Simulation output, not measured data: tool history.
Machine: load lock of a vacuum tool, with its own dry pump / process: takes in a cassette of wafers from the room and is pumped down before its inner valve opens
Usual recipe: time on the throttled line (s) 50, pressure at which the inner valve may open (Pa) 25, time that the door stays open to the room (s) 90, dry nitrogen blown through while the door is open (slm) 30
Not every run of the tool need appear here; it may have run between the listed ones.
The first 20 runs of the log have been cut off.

run,day,time on the throttled line (s),pressure at which the inner valve may open (Pa),time that the door stays open to the room (s),dry nitrogen blown through while the door is open (slm),"incoming humidity of the room's air, %",time from the closed door until the inner valve may open (s),rise of the pressure with all valves shut (Pa/min)
21,99.167,50,25,108,30,45,137.3,0.056
22,103.208,26,19,108,10,44.5,125.1,0.081
23,108.538,26,19,108,10,43.9,124.8,0.082
24,112.083,95,29,90,30,47.8,165.3,0.063
25,115.804,73,38,90,30,49.1,146.6,0.066
26,119.392,73,38,90,30,42.8,147.9,0.053
27,122.788,73,38,90,30,45.8,148.6,0.053
28,127.733,41,38,90,12,45.8,124.9,0.08
29,130.462,41,38,90,12,43.1,127,0.081
30,134.717,78,25,90,8,44.3,156,0.086
31,140.817,57,33,119,21,47.5,139,0.085
32,145.612,33,29,119,21,47.9,125.6,0.083
33,149.75,50,36,90,6,45.1,134.3,0.092
# day 151.85: dry pump taken out, an overhauled one fitted
34,152.979,50,35,90,29,44.8,117.6,0.067
35,158.162,50,47,90,5,46.9,114.4,0.1
36,164.167,50,47,90,5,43.5,113.2,0.095

Each row is a separate what-if for the run after 36, all from the same tool condition, not one after another. Results?
A,170.658,50,21,46,4,43.5,?,?
B,170.658,50,20,40,5,44,?,?
C,170.658,50,25,26,17,45.5,?,?
D,170.658,62,25,90,30,43.9,?,?

run,time from the closed door until the inner valve may open (s),rise of the pressure with all valves shut (Pa/min)
A,122.1,0.086
B,122.5,0.074
C,120.8,0.057
D,130,0.066
With the hidden condition removed and each run's random variation left untouched, the same runs would have given:
run,time from the closed door until the inner valve may open (s),rise of the pressure with all valves shut (Pa/min)
A,120.9,0.061
B,121.3,0.049
C,119.7,0.032
D,128.9,0.041
